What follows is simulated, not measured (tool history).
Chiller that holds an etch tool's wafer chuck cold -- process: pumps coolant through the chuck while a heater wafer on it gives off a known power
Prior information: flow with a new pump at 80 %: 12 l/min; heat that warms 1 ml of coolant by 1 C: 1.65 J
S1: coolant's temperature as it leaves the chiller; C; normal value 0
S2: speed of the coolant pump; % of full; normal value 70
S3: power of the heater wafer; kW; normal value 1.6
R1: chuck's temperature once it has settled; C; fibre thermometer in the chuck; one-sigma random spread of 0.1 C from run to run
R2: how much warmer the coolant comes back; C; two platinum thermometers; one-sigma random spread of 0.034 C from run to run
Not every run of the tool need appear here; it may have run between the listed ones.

Run 1, hour 0: usual settings. Result: R1 21.4 C, R2 5.83 C.
Run 2, hour 45.6: usual settings. Result: R1 21.6 C, R2 5.9 C.
Run 3, hour 125.9: usual settings. Result: R1 21.6 C, R2 5.84 C.
Run 4, hour 178.2: usual settings. Result: R1 21.5 C, R2 5.88 C.
Run 5, hour 255.5: usual settings. Result: R1 21.6 C, R2 5.88 C.
Run 6, hour 347.9: usual settings. Result: R1 21.7 C, R2 5.84 C.
Run 7, hour 405.3: usual settings. Result: R1 21.7 C, R2 5.9 C.
Run 8, hour 485.6: usual settings. Result: R1 21.7 C, R2 5.9 C.
Run 9, hour 567.8: usual settings. Result: R1 21.9 C, R2 5.87 C.
Run 10, hour 614.2: usual settings but S1 8 C, S2 84 % of full, S3 1.056 kW. Result: R1 21.3 C, R2 3.17 C.
Run 11, hour 694.9: usual settings but S3 2.292 kW. Result: R1 31.4 C, R2 8.45 C.
Run 12, hour 742.3: usual settings but S1 -8 C, S2 64 % of full. Result: R1 15 C, R2 6.47 C.
Run 13, hour 797.6: usual settings but S1 1 C, S3 0.957 kW. Result: R1 14.1 C, R2 3.5 C.
Run 14, hour 873.2: usual settings but S1 -5 C, S3 1.228 kW. Result: R1 11.8 C, R2 4.56 C.
Run 15, hour 919: usual settings but S2 60 % of full. Result: R1 24.2 C, R2 6.96 C.

3 options for the next run, each taken on its own from the tool as it stands now. Forecast them:
At hour 964.6: chiller's thermometer calibrated.
Run A, hour 964.6: usual settings but S2 78 % of full. Result: R1 ?, R2 ?.
At hour 964.6: chiller's thermometer calibrated.
Run B, hour 964.6: usual settings but S2 72 % of full, S3 1.246 kW. Result: R1 ?, R2 ?.
At hour 964.6: chiller's thermometer calibrated.
Run C, hour 964.6: usual settings but S2 60 % of full, S3 1.679 kW. Result: R1 ?, R2 ?.

run    R1    R2
  A  20.5   5.3
  B  16.7  4.52
  C  25.2  7.34
Had the tool no hidden state, the same runs would have come out as:
run    R1    R2
  A  19.4  5.02
  B  15.8  4.28
  C  23.9  6.96

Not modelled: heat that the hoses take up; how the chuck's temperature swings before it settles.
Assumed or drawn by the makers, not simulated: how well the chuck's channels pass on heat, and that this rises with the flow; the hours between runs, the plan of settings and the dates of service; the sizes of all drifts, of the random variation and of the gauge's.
